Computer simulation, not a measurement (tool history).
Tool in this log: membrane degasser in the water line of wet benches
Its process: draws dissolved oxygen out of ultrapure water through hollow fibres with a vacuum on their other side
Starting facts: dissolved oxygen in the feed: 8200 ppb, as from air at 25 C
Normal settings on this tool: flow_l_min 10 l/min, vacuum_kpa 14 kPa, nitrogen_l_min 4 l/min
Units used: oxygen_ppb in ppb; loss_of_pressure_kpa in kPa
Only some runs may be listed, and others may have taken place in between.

run    hour  flow_l_min  vacuum_kpa  nitrogen_l_min  oxygen_ppb  loss_of_pressure_kpa
  1       0          10          14               4       120.3                 28.97
  2   188.1          10          14               4         121                 28.94
  3   428.4          10          14            7.35        91.6                 29.23
  4   681.8          10          14               4       120.1                  28.9
  5   843.8          10          14               4       119.4                 28.75
  6  1010.2          10          14               4       120.9                 29.05
  7  1187.7          10          14               4       122.3                  28.8
  8  1374.1          10         8.9               4        90.4                 29.01
  9  1658.1           6        14.7            2.73        67.2                  17.1
 10  1806.6           6        14.7            2.73        67.4                 17.43
 11  2071.8           6        14.7            2.73        66.5                 17.14

Branching from run 11: 4 alternative next runs. What would each branch give?
     2159.2  -- seals of the vacuum lines changed
     2375.5  -- membrane cartridge changed
  A  2408.2          11        17.6            4.16           ?                     ?
     2159.2  -- seals of the vacuum lines changed
     2375.5  -- membrane cartridge changed
  B  2408.2          12        22.9            2.38           ?                     ?
     2159.2  -- seals of the vacuum lines changed
     2375.5  -- membrane cartridge changed
  C  2408.2          13        13.9           11.89           ?                     ?
     2159.2  -- seals of the vacuum lines changed
     2375.5  -- membrane cartridge changed
  D  2408.2           6        14.7            6.54           ?                     ?

run  oxygen_ppb  loss_of_pressure_kpa
  A       167.4                  31.9
  B       335.6                  35.1
  C       168.9                 37.41
  D        30.5                 17.07
With no hidden state in the tool, these same runs would have given:
run  oxygen_ppb  loss_of_pressure_kpa
  A       167.4                 32.18
  B       335.6                 35.41
  C       168.9                 37.74
  D        30.5                 17.22
